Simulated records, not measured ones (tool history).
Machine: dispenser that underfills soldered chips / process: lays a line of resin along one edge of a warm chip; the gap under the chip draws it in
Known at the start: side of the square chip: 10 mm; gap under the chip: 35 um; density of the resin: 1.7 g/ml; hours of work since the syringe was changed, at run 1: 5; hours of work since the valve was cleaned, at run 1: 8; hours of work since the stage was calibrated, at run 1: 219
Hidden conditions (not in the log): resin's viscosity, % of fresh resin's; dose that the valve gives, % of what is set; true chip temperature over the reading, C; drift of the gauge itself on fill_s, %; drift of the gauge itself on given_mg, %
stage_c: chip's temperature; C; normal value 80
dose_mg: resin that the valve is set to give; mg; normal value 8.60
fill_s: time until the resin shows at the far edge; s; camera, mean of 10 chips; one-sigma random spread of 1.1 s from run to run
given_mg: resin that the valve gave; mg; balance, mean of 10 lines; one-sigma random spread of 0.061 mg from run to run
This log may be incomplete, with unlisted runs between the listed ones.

run    day  stage_c  dose_mg  hours of work since the syringe was changed  hours of work since the valve was cleaned  hours of work since the stage was calibrated  fill_s  given_mg
  1  0.000       80     8.60                                            5                                          8                                           219   141.0      8.57
     0.158  -- new syringe of resin
  2  0.312       84     8.60                                            3                                         13                                           224   109.0      8.56
     0.571  -- new syringe of resin
  3  0.692       84     8.60                                            2                                         20                                           230   103.2      8.42
     1.004  -- new syringe of resin
  4  1.038       80     8.60                                            1                                         26                                           236   110.0      8.42
  5  1.308       80     7.79                                            5                                         30                                           241   142.5      7.77
     1.438  -- new syringe of resin
  6  1.554       80     9.63                                            2                                         35                                           245   119.2      9.38
  7  1.733       80     8.88                                            5                                         38                                           248   138.4      8.71
     1.867  -- new syringe of resin
  8  2.092       80     8.60                                            4                                         44                                           254   131.4      8.34
     2.271  -- new syringe of resin
  9  2.304       80     8.60                                            1                                         47                                           258   112.1      8.43
 10  2.608       80     8.60                                            6                                         53                                           263   144.6      8.38
     2.675  -- new syringe of resin
 11  3.029       93     8.60                                            6                                         60                                           270    97.0      8.31
     3.079  -- new syringe of resin
 12  3.467       80     8.60                                            7                                         67                                           278   155.4      8.21
     3.508  -- new syringe of resin
 13  3.667       80     8.60                                            3                                         71                                           281   127.2      8.21
 14  3.879       80     8.60                                            6                                         74                                           285   152.2      8.23
     3.921  -- new syringe of resin
 15  4.296       80     8.60                                            7                                         81                                           292   151.9      8.26
     4.338  -- new syringe of resin
 16  4.483       80     8.60                                            3                                         84                                           295   128.7      8.15
     4.775  -- new syringe of resin
 17  4.862       75     8.60                                            2                                         91                                           301   146.7      8.13
     5.183  -- new syringe of resin
 18  5.258       73     8.51                                            1                                         98                                           308   154.2      8.00

Forecast run 19:
     5.600  -- new syringe of resin
 19  5.638       72     9.91                                            1                                        104                                           314       ?         ?

{"run 19": {"fill_s": 148.3, "given_mg": 9.42}}
Without the tool's hidden state the same run would have given fill_s 133.7 s, given_mg 9.98 mg.
